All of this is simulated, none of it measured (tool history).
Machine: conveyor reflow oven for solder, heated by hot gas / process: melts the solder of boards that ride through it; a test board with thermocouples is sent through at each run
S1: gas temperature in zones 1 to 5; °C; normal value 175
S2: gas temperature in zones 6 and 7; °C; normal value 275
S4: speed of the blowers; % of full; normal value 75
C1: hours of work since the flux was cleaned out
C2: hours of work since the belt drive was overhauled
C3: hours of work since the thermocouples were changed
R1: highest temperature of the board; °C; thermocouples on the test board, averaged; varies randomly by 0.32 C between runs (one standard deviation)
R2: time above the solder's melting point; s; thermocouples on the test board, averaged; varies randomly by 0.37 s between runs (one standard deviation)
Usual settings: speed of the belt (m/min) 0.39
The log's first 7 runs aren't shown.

Run 8, hour 100.6: usual settings but S2 281 °C; C1 78; C2 601; C3 256. Result: R1 266.9 °C, R2 80.3 s.
Run 9, hour 112.3: usual settings but S2 281 °C; C1 85; C2 608; C3 263. Result: R1 266.6 °C, R2 80.1 s.
Run 10, hour 129: usual settings but S2 281 °C; C1 96; C2 618; C3 273. Result: R1 266.1 °C, R2 80.6 s.
Run 11, hour 140.5: usual settings but S4 67 % of full; C1 102; C2 625; C3 280. Result: R1 260.2 °C, R2 75.5 s.
Run 12, hour 155.5: usual settings; C1 111; C2 634; C3 289. Result: R1 261.3 °C, R2 76.7 s.
Run 13, hour 165.1: usual settings; C1 117; C2 639; C3 295. Result: R1 261.5 °C, R2 77.2 s.
Run 14, hour 177.9: usual settings; C1 125; C2 647; C3 303. Result: R1 261.9 °C, R2 77.1 s.
Run 15, hour 189.2: usual settings; C1 132; C2 654; C3 310. Result: R1 261.2 °C, R2 77.3 s.
Run 16, hour 203.9: usual settings; C1 140; C2 663; C3 318. Result: R1 261.5 °C, R2 77.5 s.
Run 17, hour 215.1: usual settings but S2 284 °C, speed of the belt (m/min) 0.353, S4 90 % of full; C1 147; C2 670; C3 325. Result: R1 275.1 °C, R2 93.5 s.
Run 18, hour 226.7: usual settings but S2 284 °C, speed of the belt (m/min) 0.346, S4 90 % of full; C1 154; C2 676; C3 332. Result: R1 275.4 °C, R2 95.4 s.
Run 19, hour 241.5: usual settings but S4 78 % of full; C1 163; C2 685; C3 341. Result: R1 262.4 °C, R2 77.1 s.
Run 20, hour 260.1: usual settings but S2 280 °C; C1 174; C2 697; C3 352. Result: R1 265.9 °C, R2 79.9 s.
Run 21, hour 270: usual settings but S1 166 °C, S4 69 % of full; C1 180; C2 702; C3 358. Result: R1 258.7 °C, R2 71 s.
Run 22, hour 278.8: usual settings but S1 163 °C, speed of the belt (m/min) 0.35, S4 67 % of full; C1 185; C2 708; C3 363. Result: R1 261.6 °C, R2 80.4 s.
At hour 293.3: flux residue cleaned out of gas plates and filters.
Run 23, hour 299.5: usual settings but S1 163 °C, speed of the belt (m/min) 0.35, S4 67 % of full; C1 4; C2 717; C3 373. Result: R1 261.5 °C, R2 80.9 s.
Run 24, hour 319.2: usual settings but S1 163 °C, speed of the belt (m/min) 0.35, S4 67 % of full; C1 16; C2 729; C3 385. Result: R1 261.3 °C, R2 81 s.
Run 25, hour 330.8: usual settings but S1 163 °C, speed of the belt (m/min) 0.35, S4 67 % of full; C1 23; C2 736; C3 392. Result: R1 261.3 °C, R2 81.1 s.
Run 26, hour 340.4: usual settings; C1 28; C2 742; C3 397. Result: R1 261.4 °C, R2 77.7 s.
Run 27, hour 353.5: usual settings; C1 36; C2 750; C3 405. Result: R1 261 °C, R2 76.4 s.
Run 28, hour 364.6: usual settings but S4 71 % of full; C1 43; C2 756; C3 412. Result: R1 260.6 °C, R2 76.2 s.

Run 29 is up next; what results do you expect?
Run 29, hour 372.9: usual settings but S1 183 °C, S2 272 °C, S4 71 % of full; C1 48; C2 761; C3 417. Result: R1 ?, R2 ?.

{"run 29": {"R1": 259.1, "R2": 78.7}}
Without the tool's hidden state the same run would have given R1 259.1 °C, R2 78.7 s.
